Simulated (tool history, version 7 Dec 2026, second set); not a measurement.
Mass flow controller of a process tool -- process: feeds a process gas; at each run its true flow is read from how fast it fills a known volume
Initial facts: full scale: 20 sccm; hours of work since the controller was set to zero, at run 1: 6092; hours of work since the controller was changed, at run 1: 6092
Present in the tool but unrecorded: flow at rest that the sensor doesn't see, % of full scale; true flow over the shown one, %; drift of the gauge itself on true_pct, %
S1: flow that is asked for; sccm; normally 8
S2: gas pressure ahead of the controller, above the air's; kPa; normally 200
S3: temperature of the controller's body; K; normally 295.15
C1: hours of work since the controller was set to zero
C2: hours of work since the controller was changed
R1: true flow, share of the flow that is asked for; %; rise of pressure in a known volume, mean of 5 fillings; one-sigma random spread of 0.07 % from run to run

| run | hour | S1 | S2 | S3 | C1 | C2 | R1 |
|---|---|---|---|---|---|---|---|
| 1 | 0 | 8 | 200 | 295.15 | 6092 | 6092 | 98.85 |
| 2 | 92.4 | 8 | 200 | 295.15 | 6164 | 6164 | 98.81 |
| 3 | 180.4 | 8 | 200 | 300.15 | 6232 | 6232 | 98.45 |
| 4 | 240.5 | 8 | 200 | 295.15 | 6278 | 6278 | 98.69 |
| 5 | 302 | 8 | 200 | 295.15 | 6326 | 6326 | 98.96 |
| 6 | 376.2 | 8 | 200 | 295.15 | 6383 | 6383 | 98.8 |
| 7 | 466.9 | 3 | 200 | 295.15 | 6453 | 6453 | 98.39 |
| 8 | 528.6 | 8 | 200 | 295.15 | 6501 | 6501 | 98.85 |
| 9 | 644 | 8 | 200 | 295.15 | 6590 | 6590 | 98.79 |
| 10 | 769.4 | 8 | 200 | 295.15 | 6687 | 6687 | 98.79 |
| 11 | 838.8 | 8 | 145 | 295.15 | 6741 | 6741 | 99.01 |
| 12 | 939.7 | 8 | 145 | 295.15 | 6819 | 6819 | 98.96 |
| 13 | 1011.5 | 8 | 200 | 295.15 | 6875 | 6875 | 98.79 |
| 14 | 1142 | 8 | 200 | 295.15 | 6976 | 6976 | 98.6 |
| 15 | 1206.5 | 3 | 200 | 295.15 | 7025 | 7025 | 98.14 |
| 16 | 1327.3 | 3 | 200 | 295.15 | 7119 | 7119 | 98.12 |
| 17 | 1440.1 | 8 | 200 | 295.15 | 7206 | 7206 | 98.74 |
| 18 | 1580.2 | 8 | 200 | 295.15 | 7314 | 7314 | 98.58 |
| 19 | 1652 | 8 | 200 | 295.15 | 7370 | 7370 | 98.68 |
| 20 | 1779.9 | 8 | 200 | 295.15 | 7469 | 7469 | 98.66 |
| 21 | 1912.1 | 8 | 232 | 295.15 | 7571 | 7571 | 98.53 |
|  | 1931 | controller exchanged for a calibrated one |
| 22 | 2000.8 | 8 | 232 | 295.15 | 54 | 54 | 98.61 |
| 23 | 2089.4 | 8 | 200 | 295.15 | 123 | 123 | 98.53 |
| 24 | 2200.5 | 8 | 200 | 299.15 | 209 | 209 | 98.29 |
| 25 | 2325.8 | 18 | 200 | 303.15 | 305 | 305 | 99.2 |
| 26 | 2391.1 | 18 | 163 | 303.15 | 356 | 356 | 99.18 |
| 27 | 2460.1 | 3 | 163 | 311.15 | 409 | 409 | 97.08 |
| 28 | 2574.4 | 3 | 163 | 311.15 | 498 | 498 | 97.26 |
| 29 | 2698.5 | 8 | 163 | 308.15 | 594 | 594 | 97.78 |
| 30 | 2772.3 | 8 | 163 | 308.15 | 651 | 651 | 97.83 |
| 31 | 2840.7 | 8 | 163 | 308.15 | 704 | 704 | 97.94 |
| 32 | 2961.7 | 8 | 163 | 308.15 | 797 | 797 | 97.88 |
| 33 | 3073.5 | 3 | 143 | 295.15 | 884 | 884 | 97.98 |
| 34 | 3204.3 | 3 | 143 | 295.15 | 985 | 985 | 97.99 |
| 35 | 3275.3 | 10 | 194 | 305.15 | 1040 | 1040 | 98.08 |
| 36 | 3337.2 | 7 | 194 | 297.15 | 1088 | 1088 | 98.12 |
| 37 | 3395.2 | 3 | 194 | 299.15 | 1133 | 1133 | 97.54 |
| 38 | 3502.5 | 3 | 168 | 293.15 | 1216 | 1216 | 97.95 |
| 39 | 3634.1 | 14 | 168 | 293.15 | 1318 | 1318 | 99.05 |
| 40 | 3771.8 | 2 | 258 | 293.15 | 1424 | 1424 | 97.53 |
| 41 | 3896.8 | 8 | 186 | 295.15 | 1521 | 1521 | 98.28 |
| 42 | 4004.3 | 8 | 186 | 295.15 | 1604 | 1604 | 98.32 |
|  | 4101.2 | gauge calibrated |
| 43 | 4126.8 | 8 | 194 | 308.15 | 1699 | 1699 | 98.23 |
| 44 | 4200.9 | 8 | 163 | 295.15 | 1756 | 1756 | 99.03 |
| 45 | 4267.8 | 2 | 200 | 312.15 | 1808 | 1808 | 97.31 |
| 46 | 4375.1 | 2 | 200 | 312.15 | 1891 | 1891 | 97.3 |
| 47 | 4439.9 | 3 | 231 | 295.15 | 1941 | 1941 | 98.15 |

Each row is a separate what-if for the run after 47, all from the same tool condition, not one after another. Results?
| A | 4529.7 | 16 | 260 | 295.15 | 2010 | 2010 | ? |
| B | 4529.7 | 2 | 279 | 313.15 | 2010 | 2010 | ? |
| C | 4529.7 | 3 | 231 | 304.15 | 2010 | 2010 | ? |
| D | 4529.7 | 3 | 231 | 299.15 | 2010 | 2010 | ? |

| run | R1 |
|---|---|
| A | 99.5 |
| B | 96.91 |
| C | 97.66 |
| D | 97.93 |
Had the tool no hidden state, the same runs would have come out as:
| run | R1 |
|---|---|
| A | 99.57 |
| B | 96.98 |
| C | 97.74 |
| D | 98 |
